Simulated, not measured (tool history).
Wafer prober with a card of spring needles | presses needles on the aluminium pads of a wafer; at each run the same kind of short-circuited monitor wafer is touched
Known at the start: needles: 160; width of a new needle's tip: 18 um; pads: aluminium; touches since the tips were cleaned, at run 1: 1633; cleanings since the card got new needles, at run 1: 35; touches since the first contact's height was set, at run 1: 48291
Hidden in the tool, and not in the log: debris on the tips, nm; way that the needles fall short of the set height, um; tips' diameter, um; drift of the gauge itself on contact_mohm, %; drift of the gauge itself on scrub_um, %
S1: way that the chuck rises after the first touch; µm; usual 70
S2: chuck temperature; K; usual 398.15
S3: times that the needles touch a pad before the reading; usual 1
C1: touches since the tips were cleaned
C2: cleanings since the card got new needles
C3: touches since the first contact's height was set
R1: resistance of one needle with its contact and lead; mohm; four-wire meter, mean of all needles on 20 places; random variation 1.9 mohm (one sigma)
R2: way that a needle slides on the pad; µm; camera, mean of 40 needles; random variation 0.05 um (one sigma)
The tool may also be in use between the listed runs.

run,hour,S1,S2,S3,C1,C2,C3,R1,R2
1,0.0,70,398.15,1,1633,35,48291,249,17.76
# hour 2.1: tips cleaned on abrasive film
# hour 6.7: tips cleaned on abrasive film
# hour 11.1: tips cleaned on abrasive film
# hour 15.4: tips cleaned on abrasive film
2,15.4,62,398.15,1,0,39,59277,221,15.51
# hour 20.6: tips cleaned on abrasive film
# hour 25.3: tips cleaned on abrasive film
3,25.3,70,398.15,1,0,41,66397,212,17.61
# hour 30.6: tips cleaned on abrasive film
# hour 35.4: tips cleaned on abrasive film
# hour 39.7: tips cleaned on abrasive film
4,40.3,70,398.15,1,426,44,77129,224,17.59
# hour 43.4: height of the first contact set anew
# hour 44.3: tips cleaned on abrasive film
# hour 48.9: tips cleaned on abrasive film
5,52.6,70,398.15,1,2695,46,6584,272,18.08
# hour 53.6: tips cleaned on abrasive film
# hour 58.9: tips cleaned on abrasive film, once more
# hour 64.2: tips cleaned on abrasive film
6,67.7,70,338.15,1,2596,49,17442,261,18.09
# hour 68.9: tips cleaned on abrasive film
# hour 73.8: tips cleaned on abrasive film
# hour 78.8: tips cleaned on abrasive film
7,79.1,70,310.15,1,224,52,25569,203,17.85
# hour 83.3: tips cleaned on abrasive film
# hour 88.6: tips cleaned on abrasive film
8,89.7,70,310.15,1,824,54,33166,220,17.88
# hour 92.9: tips cleaned on abrasive film
# hour 98.1: tips cleaned on abrasive film
9,101.7,70,398.15,1,2576,56,41772,275,17.79
# hour 103.2: tips cleaned on abrasive film
# hour 107.8: tips cleaned on abrasive film
# hour 112.4: tips cleaned on abrasive film
10,114.1,70,398.15,1,1196,59,50632,248,17.76
# hour 116.8: tips cleaned on abrasive film
# hour 121.4: tips cleaned on abrasive film
# hour 125.7: tips cleaned on abrasive film
11,125.7,70,398.15,1,0,62,58945,212,17.73
# hour 130.5: tips cleaned on abrasive film
# hour 135.0: tips cleaned on abrasive film
# hour 140.3: tips cleaned on abrasive film
12,140.4,70,398.15,1,15,65,69426,212,17.60
# hour 145.3: tips cleaned on abrasive film
# hour 150.1: tips cleaned on abrasive film
# hour 154.2: height of the first contact set anew
13,154.2,70,398.15,1,2807,67,0,275,18.12
# hour 155.3: tips cleaned on abrasive film
# hour 159.8: tips cleaned on abrasive film
14,161.3,50,345.15,2,1123,69,5086,242,12.88
# hour 164.5: tips cleaned on abrasive film
# hour 169.4: tips cleaned on abrasive film
# hour 173.8: tips cleaned on abrasive film
15,173.8,78,320.15,2,0,72,13964,195,20.07
# hour 179.1: tips cleaned on abrasive film
# hour 184.0: tips cleaned on abrasive film
16,187.1,78,320.15,2,2280,74,23577,226,19.92
# hour 189.2: tips cleaned on abrasive film
# hour 193.6: tips cleaned on abrasive film
# hour 198.6: tips cleaned on abrasive film
17,201.5,78,320.15,2,2113,77,33916,223,19.84
# hour 203.4: tips cleaned on abrasive film
# hour 208.3: tips cleaned on abrasive film
18,208.9,70,362.15,3,450,79,39138,210,17.76
# hour 213.1: tips cleaned on abrasive film
19,216.7,70,362.15,3,2626,80,44779,230,17.78
# hour 217.8: tips cleaned on abrasive film
# hour 222.9: tips cleaned on abrasive film
20,225.3,70,304.15,1,1729,82,50946,254,17.69
# hour 228.3: tips cleaned on abrasive film
# hour 232.7: tips cleaned on abrasive film
# hour 237.5: tips cleaned on abrasive film
21,239.8,86,398.15,1,1621,85,61306,239,21.87
# hour 242.7: tips cleaned on abrasive film
# hour 247.0: tips cleaned on abrasive film
22,250.7,86,398.15,1,2738,87,69181,257,21.66
# hour 251.9: tips cleaned on abrasive film
# hour 256.6: tips cleaned on abrasive film
23,259.3,71,301.15,1,1973,89,75288,260,17.77
# hour 261.2: tips cleaned on abrasive film
# hour 265.1: height of the first contact set anew
# hour 265.9: tips cleaned on abrasive film
24,267.1,71,301.15,1,879,91,1398,229,18.35
# hour 271.2: tips cleaned on abrasive film
# hour 276.1: tips cleaned on abrasive film
25,279.1,69,301.15,1,2146,93,9985,260,17.80
# hour 280.7: tips cleaned on abrasive film
# hour 285.4: tips cleaned on abrasive film
26,287.7,69,301.15,1,1712,95,16180,251,17.74

5 ways to go on from here, each from the tool as it stands after run 26. What would each give?
# hour 289.9: tips cleaned on abrasive film
# hour 294.6: tips cleaned on abrasive film
A,296.6,51,299.15,3,1499,97,22561,?,?
# hour 289.9: tips cleaned on abrasive film
# hour 294.6: tips cleaned on abrasive film
B,296.6,69,301.15,2,1499,97,22561,?,?
# hour 289.9: tips cleaned on abrasive film
# hour 294.6: tips cleaned on abrasive film
C,296.6,62,398.15,1,1499,97,22561,?,?
# hour 289.9: tips cleaned on abrasive film
# hour 294.6: tips cleaned on abrasive film
D,296.6,88,339.15,2,1499,97,22561,?,?
# hour 289.9: tips cleaned on abrasive film
# hour 294.6: tips cleaned on abrasive film
E,296.6,63,309.15,3,1499,97,22561,?,?

run,R1,R2
A,226,13.04
B,220,17.77
C,272,15.87
D,214,22.62
E,214,16.09
Without the tool's hidden state the same runs would have given:
run,R1,R2
A,186,13.25
B,184,17.98
C,208,16.08
D,192,22.83
E,188,16.30

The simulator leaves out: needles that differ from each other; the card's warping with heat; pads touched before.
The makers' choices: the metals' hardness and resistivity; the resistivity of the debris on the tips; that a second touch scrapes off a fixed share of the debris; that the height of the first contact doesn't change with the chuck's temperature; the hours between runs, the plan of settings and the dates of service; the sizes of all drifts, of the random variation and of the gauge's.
